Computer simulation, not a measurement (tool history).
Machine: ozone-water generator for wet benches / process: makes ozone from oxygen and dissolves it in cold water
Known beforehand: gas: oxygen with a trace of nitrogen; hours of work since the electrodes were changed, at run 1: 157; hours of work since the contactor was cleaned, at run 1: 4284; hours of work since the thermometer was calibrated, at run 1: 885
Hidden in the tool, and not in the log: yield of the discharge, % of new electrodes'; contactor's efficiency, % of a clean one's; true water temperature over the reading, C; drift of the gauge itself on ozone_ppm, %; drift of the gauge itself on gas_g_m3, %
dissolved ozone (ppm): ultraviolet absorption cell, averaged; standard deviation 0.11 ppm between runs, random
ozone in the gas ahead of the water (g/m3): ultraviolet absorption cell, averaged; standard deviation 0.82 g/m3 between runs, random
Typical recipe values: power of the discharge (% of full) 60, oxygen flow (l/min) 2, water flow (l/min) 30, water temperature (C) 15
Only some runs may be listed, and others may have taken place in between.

run      day  power of the discharge (% of full)  oxygen flow (l/min)  water flow (l/min)  water temperature (C)  hours of work since the electrodes were changed  hours of work since the contactor was cleaned  hours of work since the thermometer was calibrated  dissolved ozone (ppm)  ozone in the gas ahead of the water (g/m3)
  1        0                                  60                    2                  30                     15                                              157                                           4284                                                 885                    5.5                                       130.7
  2    5.304                                  60                    2                  30                     15                                              280                                           4407                                                1008                    5.6                                       130.5
  3    9.388                                  60                    2                  44                     15                                              375                                           4502                                                1103                    3.4                                         129
  4   13.558                                  60                    2                  44                     15                                              472                                           4598                                                1200                    3.2                                       129.3
  5   20.792                                  60                    2                  44                     15                                              639                                           4766                                                1368                    3.4                                       127.5
  6   26.425                                  60                    2                  30                     15                                              770                                           4897                                                1498                    5.4                                       129.5
  7   30.604                                  60                    2                  30                     15                                              867                                           4994                                                1595                    5.3                                       126.4
  8   36.312                                  60                    2                  30                     15                                             1000                                           5127                                                1728                    5.3                                       125.8
      41.392  -- contactor cleaned
  9   43.221                                  60                    2                  30                     15                                             1156                                             42                                                1885                    5.5                                       127.1
 10   49.621                                  60                    2                  30                     15                                             1305                                            191                                                2033                    5.4                                       126.9
 11   55.921                                  60                    2                  30                     15                                             1451                                            337                                                2179                    5.6                                       126.2
 12   61.467                                  60                    2                  30                     15                                             1580                                            466                                                2308                    5.5                                       125.2
 13   67.429                                  60                    2                  37                     15                                             1718                                            604                                                2446                    3.9                                       124.1
 14   74.304                                  60                    2                  37                     15                                             1878                                            764                                                2606                    4.2                                       123.8
 15    80.55                                  60                    2                  37                     15                                             2023                                            909                                                2751                    4.2                                       124.5
 16   87.512                                  60                    2                  37                     15                                             2184                                           1071                                                2913                    4.2                                       121.9
 17   91.688                                  60                    2                  26                     15                                             2281                                           1168                                                3010                    6.2                                       121.4
 18   99.079                                  60                    2                  18                     12                                             2453                                           1339                                                3181                    9.2                                       121.1
 19  104.696                                  62                 2.12                  24                     17                                             2583                                           1470                                                3312                    6.8                                       118.1
 20  111.071                                  62                 3.39                  34                     17                                             2731                                           1618                                                3460                    5.3                                        94.1
 21  114.233                                  42                    2                  33                      8                                             2805                                           1691                                                3533                    3.9                                        96.9
 22  120.958                                  60                 2.96                  30                     10                                             2961                                           1847                                                3689                      6                                        99.5
 23  125.088                                  60                 2.89                  28                     15                                             3057                                           1943                                                3785                    6.1                                       100.1
 24  129.671                                  60                    2                  23                     16                                             3163                                           2049                                                3891                    6.7                                       118.1
 25  136.483                                  90                 1.75                  30                     21                                             3321                                           2207                                                4050                      6                                       157.9
 26  142.554                                  59                 1.01                  32                     21                                             3462                                           2348                                                4190                    3.4                                       159.2
 27  147.454                                  60                 2.97                  30                     15                                             3576                                           2462                                                4304                    5.7                                        95.1
     149.017  -- water thermometer calibrated
 28   150.85                                  60                 2.97                  30                     15                                             3654                                           2540                                                  42                    5.8                                        95.4
 29  157.521                                  60                 2.97                  30                     15                                             3809                                           2695                                                 197                    5.7                                        95.8
 30  164.208                                  60                 1.04                  21                     15                                             3964                                           2851                                                 353                    5.8                                       157.6
 31  167.717                                  60                 1.62                  21                     15                                             4046                                           2932                                                 434                    6.7                                       127.3
 32  173.971                                  60                    2                  37                     15                                             4191                                           3077                                                 579                    3.7                                       112.3
 33  180.112                                  60                    2                  37                     15                                             4333                                           3220                                                 722                    3.7                                       112.5

Predict each of these 3 candidate next runs independently; none follows another, all start after run 33:
  A  187.554                                  60                 1.18                  24                     15                                             4506                                           3392                                                 895                      ?                                           ?
  B  187.554                                  54                    2                  33                     10                                             4506                                           3392                                                 895                      ?                                           ?
  C  187.554                                  60                    2                  30                      8                                             4506                                           3392                                                 895                      ?                                           ?

run  dissolved ozone (ppm)  ozone in the gas ahead of the water (g/m3)
  A                    5.1                                       147.2
  B                    4.2                                       106.8
  C                    4.9                                       110.8
Without the tool's hidden state the same runs would have given:
run  dissolved ozone (ppm)  ozone in the gas ahead of the water (g/m3)
  A                    6.1                                       170.9
  B                      5                                       122.7
  C                    5.9                                       128.8
